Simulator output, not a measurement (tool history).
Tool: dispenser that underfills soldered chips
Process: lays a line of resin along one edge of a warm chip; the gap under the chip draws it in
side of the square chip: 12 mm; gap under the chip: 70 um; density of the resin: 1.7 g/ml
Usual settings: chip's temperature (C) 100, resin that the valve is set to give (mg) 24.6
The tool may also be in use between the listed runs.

run	hour	chip's temperature (C)	resin that the valve is set to give (mg)	time until the resin shows at the far edge (s)	resin that the valve gave (mg)
1	0	100	24.6	118.2	24.42
2	4.7	100	24.6	127.4	24.53
# hour 5.7: new syringe of resin
3	15.2	100	24.6	118.7	24.34
# hour 19.5: new syringe of resin
4	25	100	24.6	110.3	24.36
# hour 33.1: new syringe of resin
5	34.3	100	24.4	100.5	24.12
6	43.7	100	24.4	120	24.15
# hour 46.6: new syringe of resin
7	48.2	100	24.4	101.2	23.93
8	56.7	100	24.4	121.6	23.97
# hour 60.7: new syringe of resin
9	61.7	100	24.4	100.8	23.95
10	70.8	100	24.6	122.5	24.13
# hour 74.7: new syringe of resin
# hour 76.2: dispensing valve cleaned and set on the balance
11	79.7	109	29.6	76.5	29.43
12	88.6	90	29	174.5	29.01
# hour 89.5: new syringe of resin
13	97.4	90	29	159.2	28.69
# hour 103: new syringe of resin
14	105.4	115	22	67	21.82
15	110.7	86	23.9	191.5	23.6
16	115.6	86	23.9	213.3	23.64
# hour 116.7: new syringe of resin
17	125	86	23.9	187.8	23.54
# hour 130.2: new syringe of resin
18	132.5	114	21	67.7	20.63
19	142.1	114	21	82.3	20.56
# hour 144.1: new syringe of resin
20	146.5	97	28.3	114.5	27.8

The same runs without the tool's hidden state, with the same run-to-run variation:
The hidden state here: resin's viscosity, % of fresh resin's; dose that the valve gives, % of what is set; true chip temperature over the reading, C; drift of the gauge itself on fill_s, %; drift of the gauge itself on given_mg, %.
run	time until the resin shows at the far edge (s)	resin that the valve gave (mg)
1	98.6	24.47
2	96.4	24.61
3	97.6	24.47
4	97.7	24.54
5	98.3	24.36
6	96.5	24.44
7	98.4	24.25
8	99	24.33
9	97.2	24.34
10	97.7	24.57
11	71	29.52
12	134.9	29.17
13	136	28.91
14	63.1	22.02
15	162	23.85
16	162.9	23.92
17	159.2	23.88
18	64.4	20.96
19	64.1	20.94
20	107.8	28.34
